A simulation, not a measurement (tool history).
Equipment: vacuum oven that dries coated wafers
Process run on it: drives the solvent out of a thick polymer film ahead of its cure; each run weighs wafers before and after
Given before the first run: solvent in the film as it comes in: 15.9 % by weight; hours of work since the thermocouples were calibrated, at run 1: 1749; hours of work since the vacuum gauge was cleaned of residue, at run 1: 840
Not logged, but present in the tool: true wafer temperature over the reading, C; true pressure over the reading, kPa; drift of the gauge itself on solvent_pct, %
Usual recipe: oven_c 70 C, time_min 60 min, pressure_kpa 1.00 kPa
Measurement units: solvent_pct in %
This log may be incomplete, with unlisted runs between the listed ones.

run,hour,oven_c,time_min,pressure_kpa,hours of work since the thermocouples were calibrated,hours of work since the vacuum gauge was cleaned of residue,solvent_pct
1,0.0,70,60,1.00,1749,840,2.16
# hour 52.2: oven's thermocouples calibrated
2,69.3,70,60,1.00,10,880,1.80
3,158.2,70,60,1.77,64,934,2.26
4,214.8,70,60,1.77,98,968,2.30
5,295.2,70,60,1.00,146,1016,1.78
6,375.0,70,60,1.00,194,1064,1.78
7,421.5,70,60,1.00,222,1092,1.76
# hour 452.5: oven's thermocouples calibrated, once more
8,492.7,73,60,1.00,24,1134,2.25
9,578.2,73,60,1.00,76,1185,2.22
10,620.7,70,60,1.00,101,1211,2.71
11,687.8,70,60,1.00,142,1251,2.75
12,758.0,70,60,1.00,184,1294,2.71
13,835.8,70,60,0.94,231,1341,2.67
14,937.9,61,60,1.90,292,1402,5.55
15,1013.9,81,60,1.11,338,1448,1.26
16,1071.4,81,60,1.11,373,1483,1.23
17,1124.9,79,35,1.00,405,1515,2.91
18,1217.1,67,60,1.00,461,1570,3.28
19,1298.8,60,48,1.10,510,1620,5.89
20,1365.7,68,34,1.03,550,1660,5.31
21,1444.7,70,84,1.00,598,1707,1.83
22,1542.7,84,40,0.65,657,1766,1.50
23,1618.0,70,73,1.00,702,1812,2.15

Below are 4 alternative next runs, each starting from the tool's condition after run 23. Predict each:
A,1689.2,74,31,3.14,745,1855,?
B,1689.2,70,73,3.53,745,1855,?
C,1689.2,70,73,1.04,745,1855,?
D,1689.2,67,49,3.84,745,1855,?

run,solvent_pct
A,5.43
B,4.05
C,2.16
D,6.06
With no hidden state in the tool, these same runs would have given:
run,solvent_pct
A,5.42
B,3.87
C,1.90
D,5.96
